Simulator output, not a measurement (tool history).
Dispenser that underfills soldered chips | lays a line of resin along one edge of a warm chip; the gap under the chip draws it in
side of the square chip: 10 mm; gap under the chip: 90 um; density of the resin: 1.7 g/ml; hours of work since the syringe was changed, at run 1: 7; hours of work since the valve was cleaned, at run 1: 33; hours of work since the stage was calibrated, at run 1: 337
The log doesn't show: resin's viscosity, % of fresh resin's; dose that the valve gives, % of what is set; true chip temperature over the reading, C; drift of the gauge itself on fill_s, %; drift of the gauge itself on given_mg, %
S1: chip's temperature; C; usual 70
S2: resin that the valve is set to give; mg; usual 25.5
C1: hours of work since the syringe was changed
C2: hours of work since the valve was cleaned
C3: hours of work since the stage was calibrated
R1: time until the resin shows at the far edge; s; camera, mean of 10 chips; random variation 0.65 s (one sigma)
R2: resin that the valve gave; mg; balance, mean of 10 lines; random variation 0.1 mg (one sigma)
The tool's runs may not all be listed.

| run | day | S1 | S2 | C1 | C2 | C3 | R1 | R2 |
|---|---|---|---|---|---|---|---|---|
| 1 | 0.000 | 70 | 25.5 | 7 | 33 | 337 | 83.1 | 24.94 |
|  | 0.333 | new syringe of resin |
| 2 | 0.433 | 70 | 25.5 | 2 | 41 | 345 | 61.0 | 24.76 |
| 3 | 0.821 | 70 | 25.5 | 9 | 48 | 352 | 98.1 | 24.52 |
|  | 1.000 | new syringe of resin |
| 4 | 1.225 | 70 | 25.5 | 4 | 56 | 360 | 70.3 | 24.38 |
|  | 1.367 | dispensing valve cleaned and set on the balance |
| 5 | 1.621 | 70 | 25.5 | 11 | 5 | 366 | 105.5 | 25.41 |
|  | 1.696 | new syringe of resin |
| 6 | 1.942 | 70 | 25.5 | 5 | 10 | 372 | 71.4 | 25.32 |
| 7 | 2.154 | 70 | 25.5 | 9 | 14 | 376 | 92.8 | 25.29 |
|  | 2.379 | new syringe of resin |
| 8 | 2.633 | 75 | 25.5 | 5 | 23 | 385 | 55.7 | 25.10 |
| 9 | 2.888 | 59 | 24.4 | 9 | 28 | 389 | 175.1 | 23.94 |
|  | 3.062 | new syringe of resin |
| 10 | 3.104 | 69 | 22.5 | 1 | 32 | 393 | 58.8 | 22.04 |
| 11 | 3.396 | 70 | 28.4 | 6 | 37 | 399 | 77.9 | 27.70 |
| 12 | 3.683 | 56 | 26.9 | 12 | 42 | 404 | 231.4 | 26.25 |
|  | 3.738 | new syringe of resin |
| 13 | 4.092 | 78 | 28.3 | 7 | 50 | 411 | 52.8 | 27.17 |
| 14 | 4.325 | 78 | 28.3 | 11 | 54 | 416 | 67.6 | 27.32 |
|  | 4.425 | new syringe of resin |
|  | 4.588 | dispensing valve cleaned and set on the balance |
| 15 | 4.750 | 78 | 27.9 | 5 | 3 | 423 | 48.6 | 27.84 |
|  | 5.121 | new syringe of resin |
| 16 | 5.138 | 78 | 27.9 | 0 | 10 | 430 | 36.8 | 27.65 |

Some steps in R1 between neighbouring runs. How much of each would the tool show without its hidden state too (settings, what came in, random variation), and how much is left for the hidden state, with any gauge scatter that isn't in both results?
Run 12 -> 13: S1 56 -> 78, S2 26.9 -> 28.3, new syringe of resin. R1 -178.6 s: hidden state -93.5, all else -85.1.
